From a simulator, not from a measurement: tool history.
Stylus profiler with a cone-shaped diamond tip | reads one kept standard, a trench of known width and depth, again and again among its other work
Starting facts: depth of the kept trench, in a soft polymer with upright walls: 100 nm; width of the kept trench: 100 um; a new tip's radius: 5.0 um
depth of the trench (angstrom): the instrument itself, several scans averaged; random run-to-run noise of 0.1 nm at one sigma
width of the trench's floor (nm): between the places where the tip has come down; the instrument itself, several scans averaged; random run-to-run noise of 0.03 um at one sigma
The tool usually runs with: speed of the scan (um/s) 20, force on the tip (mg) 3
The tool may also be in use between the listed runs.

run	hour	speed of the scan (um/s)	force on the tip (mg)	depth of the trench (angstrom)	width of the trench's floor (nm)
1	0	20	3	1013.9	97530
2	31.4	7	3	1018.7	97500
3	55.2	20	3	1015	97540
4	85	20	3	1017.2	97520
5	105.6	20	3	1016.5	97510
6	124.4	20	2.89	1015.1	97490
7	151.5	20	2.89	1014.9	97450
8	182.7	20	2.89	1013.3	97460
9	212.3	10	3	1016.2	97480
10	225.2	20	3	1012.4	97380
11	256.6	20	3	1014.4	97430
12	284.7	61	3	1016.4	97320
13	301.2	20	3.02	1013.4	97430
14	325.7	20	3.02	1014.6	97400
15	344.7	20	3.02	1014.8	97390
16	375.1	20	3.02	1014	97390
17	397.1	20	3.02	1016.6	97350
18	421.1	20	3	1013.8	97390
19	439.8	20	3	1016	97420
20	466.8	20	3	1015.8	97370
21	490.7	20	1.7	1008.5	97330
22	506.2	20	1.7	1008.6	97350
23	520.4	20	3.35	1015.4	97360
24	534.2	20	3.35	1012	97300
25	563.1	11	3.4	1013	97350
26	590.3	7	8.82	1035.9	97360
27	609.4	40	3	1017.1	97310
28	626.6	40	3	1018.4	97220
29	643.2	34	2.92	1016.9	97330
30	673.8	6	8.87	1036	97250
31	705	21	3	1017.2	97190
32	734.6	6	1.22	1010.1	97260
33	762.7	6	1.22	1009.4	97250
34	784.3	6	5.82	1026	97220
35	801.2	23	5.34	1023.1	97190
36	831.5	18	3.21	1017.2	97120
37	853.7	18	3.21	1018.6	97210
38	873.5	6	4.18	1021.5	97150
39	891.8	37	1.04	1009.4	97070
40	909.1	6	1.17	1006.6	97180
41	937.4	5	1.35	1008.5	97150
42	952.8	5	1.35	1009.6	97170
43	978.6	5	1.35	1009	97100
44	991.4	7	1.25	1008.4	97140
45	1008.2	44	5.93	1026.3	97110
46	1030.9	44	5.93	1026.6	97120
47	1055.6	44	5.93	1024.3	97060

Not shown: 2 entries that the log had between the listed runs. Between which runs, and how does the tool's hidden state differ before and after?
In the gap between runs 23 and 24: height scale calibrated on a step standard (hour 522.5)
  radius of the tip, um: 8.82 -> 8.86; height scale over the true one, %: -0.377 -> -0.559
  measured value less the no-hidden-state value, depth of the trench (angstrom): -3.8 -> -5.7; width of the trench's floor (nm): -660 -> -670
In the gap between runs 25 and 26: height scale calibrated on a step standard, once more (hour 567.5)
  radius of the tip, um: 8.94 -> 9.02; height scale over the true one, %: -0.566 -> -0.029
  measured value less the no-hidden-state value, depth of the trench (angstrom): -5.8 -> -0.3; width of the trench's floor (nm): -670 -> -690

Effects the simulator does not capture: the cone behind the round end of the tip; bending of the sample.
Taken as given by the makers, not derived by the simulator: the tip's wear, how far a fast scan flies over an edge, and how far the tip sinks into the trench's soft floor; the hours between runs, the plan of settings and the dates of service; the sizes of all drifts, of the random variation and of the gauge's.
